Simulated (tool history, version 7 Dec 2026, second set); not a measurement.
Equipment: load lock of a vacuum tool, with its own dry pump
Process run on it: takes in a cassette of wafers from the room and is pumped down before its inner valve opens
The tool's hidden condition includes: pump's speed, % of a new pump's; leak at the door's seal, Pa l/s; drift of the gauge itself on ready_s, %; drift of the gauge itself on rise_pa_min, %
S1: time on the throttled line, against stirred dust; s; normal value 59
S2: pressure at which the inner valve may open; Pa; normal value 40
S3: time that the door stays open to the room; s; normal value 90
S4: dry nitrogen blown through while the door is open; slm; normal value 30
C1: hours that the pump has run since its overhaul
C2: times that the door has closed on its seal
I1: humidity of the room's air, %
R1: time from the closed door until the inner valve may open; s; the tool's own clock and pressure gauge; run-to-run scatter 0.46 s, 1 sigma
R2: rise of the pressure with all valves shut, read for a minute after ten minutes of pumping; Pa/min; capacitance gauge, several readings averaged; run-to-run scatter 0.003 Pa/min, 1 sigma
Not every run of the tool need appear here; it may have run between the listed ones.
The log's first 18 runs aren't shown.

Run 19, hour 1606.5: usual settings but S3 39 s; C1 483; C2 3927; I1 45.9. Result: R1 78.7 s, R2 0.044 Pa/min.
Run 20, hour 1712.9: usual settings but S4 14 slm; C1 589; C2 4141; I1 44.8. Result: R1 79.2 s, R2 0.076 Pa/min.
Run 21, hour 1805.3: usual settings but S4 14 slm; C1 682; C2 4326; I1 46.8. Result: R1 78.9 s, R2 0.077 Pa/min.
Run 22, hour 1891.1: usual settings but S2 42 Pa; C1 768; C2 4499; I1 42.3. Result: R1 79.5 s, R2 0.055 Pa/min.
Run 23, hour 1980.5: usual settings but S2 42 Pa; C1 857; C2 4679; I1 45.2. Result: R1 78.9 s, R2 0.057 Pa/min.
Run 24, hour 2045.5: usual settings but S2 42 Pa; C1 922; C2 4809; I1 44.5. Result: R1 78.7 s, R2 0.058 Pa/min.
Run 25, hour 2150.7: usual settings but S2 42 Pa; C1 1027; C2 5021; I1 41.7. Result: R1 79.6 s, R2 0.054 Pa/min.
Run 26, hour 2212.4: usual settings but S2 42 Pa; C1 1089; C2 5145; I1 47.9. Result: R1 79.2 s, R2 0.061 Pa/min.
Run 27, hour 2323.8: usual settings but S1 43 s, S2 42 Pa, S3 74 s; C1 1200; C2 5369; I1 46.9. Result: R1 65.3 s, R2 0.06 Pa/min.
Run 28, hour 2430.2: usual settings but S1 43 s, S2 42 Pa, S3 74 s; C1 1307; C2 5583; I1 47. Result: R1 64.8 s, R2 0.062 Pa/min.
Run 29, hour 2545.3: usual settings but S1 43 s, S2 42 Pa, S3 74 s; C1 1422; C2 5814; I1 48. Result: R1 65.1 s, R2 0.066 Pa/min.
Run 30, hour 2654.6: usual settings but S1 46 s, S3 69 s, S4 8 slm; C1 1531; C2 6034; I1 45.1. Result: R1 68 s, R2 0.081 Pa/min.
Run 31, hour 2719.5: usual settings but S3 183 s; C1 1596; C2 6164; I1 46.5. Result: R1 81 s, R2 0.085 Pa/min.
Run 32, hour 2818.2: usual settings but S3 183 s; C1 1695; C2 6362; I1 44.3. Result: R1 79 s, R2 0.072 Pa/min.
Run 33, hour 2915.8: usual settings but S3 183 s; C1 1792; C2 6559; I1 42.5. Result: R1 79.5 s, R2 0.072 Pa/min.

Run 34 comes next. What will it give?
Run 34, hour 2993.4: usual settings but S1 30 s, S2 70 Pa, S3 126 s, S4 19 slm; C1 1870; C2 6714; I1 46.7. Result: R1 ?, R2 ?.

Run 34 came out at R1 52 s, R2 0.082 Pa/min.
Were there no unlogged condition in the tool, this run, its random variation unchanged, would have produced R1 51.2 s, R2 0.066 Pa/min.

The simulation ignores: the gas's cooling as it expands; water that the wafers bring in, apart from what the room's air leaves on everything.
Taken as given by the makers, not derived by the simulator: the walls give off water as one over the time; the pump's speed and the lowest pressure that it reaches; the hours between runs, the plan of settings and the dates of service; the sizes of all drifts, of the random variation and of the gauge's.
